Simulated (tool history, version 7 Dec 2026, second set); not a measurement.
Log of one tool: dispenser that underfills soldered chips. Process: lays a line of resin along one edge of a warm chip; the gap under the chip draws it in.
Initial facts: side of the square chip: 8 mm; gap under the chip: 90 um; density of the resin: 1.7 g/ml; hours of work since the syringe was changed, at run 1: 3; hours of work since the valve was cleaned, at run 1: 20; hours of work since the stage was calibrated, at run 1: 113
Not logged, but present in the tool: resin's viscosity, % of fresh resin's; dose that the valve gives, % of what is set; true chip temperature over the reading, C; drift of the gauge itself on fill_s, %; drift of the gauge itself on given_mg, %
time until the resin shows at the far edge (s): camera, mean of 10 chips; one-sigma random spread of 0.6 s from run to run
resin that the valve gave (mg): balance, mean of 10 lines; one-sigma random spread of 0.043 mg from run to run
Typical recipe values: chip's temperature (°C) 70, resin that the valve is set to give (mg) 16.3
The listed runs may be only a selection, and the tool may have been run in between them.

run	day	chip's temperature (°C)	resin that the valve is set to give (mg)	hours of work since the syringe was changed	hours of work since the valve was cleaned	hours of work since the stage was calibrated	time until the resin shows at the far edge (s)	resin that the valve gave (mg)
1	0	70	16.3	3	20	113	55.1	16.12
2	0.162	70	16.3	6	23	116	62.1	16.08
3	0.362	70	16.3	9	26	120	70	16.03
# day 0.483: new syringe of resin
4	0.512	70	16.3	0	29	122	51.4	15.92
5	0.617	70	16.3	2	31	124	54.3	16.01
6	0.767	70	16.3	5	33	126	59.6	15.95
7	0.971	70	18.2	8	37	130	66.4	17.72
# day 1.162: new syringe of resin
8	1.179	70	18.2	0	40	133	50.3	17.65
9	1.362	70	18.2	3	43	136	57	17.7
# day 1.496: dispensing valve cleaned and set on the balance
10	1.521	70	15	5	0	138	62.6	15.05
11	1.696	70	14.6	9	3	141	67.4	14.56
12	1.812	65	16.3	11	6	144	89.3	16.19
# day 1.879: new syringe of resin
13	1.996	70	16.3	2	8	147	56.2	16.23
14	2.125	70	16.3	4	11	149	59.7	16.27
15	2.208	70	15.2	6	12	150	62.3	15.13
16	2.375	70	15	9	15	153	70.8	14.83
17	2.508	70	17	11	17	155	74.6	16.76
# day 2.554: new syringe of resin
18	2.65	79	14	2	20	158	37.9	13.83
19	2.767	79	14	4	22	160	41.6	13.79
20	2.862	67	18	5	23	161	68.7	17.65
21	3.062	67	20	9	27	165	76.8	19.66
# day 3.225: new syringe of resin
22	3.254	55	15.4	1	30	168	101.1	15.06
23	3.417	61	20.4	3	33	171	84.6	19.92
24	3.517	71	18.2	5	34	172	56.7	17.76
25	3.679	59	14.4	8	37	175	107.6	14.03
26	3.854	65	18.6	11	40	178	93.5	18.13
# day 3.908: new syringe of resin
27	3.996	65	15	2	42	180	68.1	14.61
# day 4.175: dispensing valve cleaned and set on the balance
28	4.217	65	15	5	1	184	74.4	14.97
29	4.404	56	19.4	8	4	187	124.1	19.33
30	4.579	62	15.7	11	7	190	105.1	15.61
# day 4.621: new syringe of resin
31	4.775	63	18.7	3	10	193	75.7	18.55
32	4.933	71	15.9	5	13	196	59.1	15.7
33	5.029	69	15.7	7	15	197	67.8	15.54

Had the tool no unlogged condition, and each run kept its random variation, what would the results have been?
run	time until the resin shows at the far edge (s)	resin that the valve gave (mg)
1	50.9	16.33
2	52.2	16.33
3	51.9	16.31
4	52.6	16.24
5	52.2	16.35
6	52.3	16.32
7	51.6	18.18
8	52	18.16
9	52.7	18.25
10	54.2	15.03
11	52.3	14.58
12	64.5	16.24
13	53.3	16.31
14	52.4	16.38
15	51.9	15.26
16	53.3	14.98
17	51.9	16.96
18	36.8	14.02
19	37.6	13.99
20	58.8	17.93
21	58.3	20.03
22	101.8	15.37
23	77.3	20.37
24	48.5	18.18
25	83.5	14.4
26	65.3	18.64
27	66	15.05
28	65	14.99
29	97	19.4
30	73.9	15.7
31	71.1	18.7
32	50.3	15.86
33	54.5	15.72
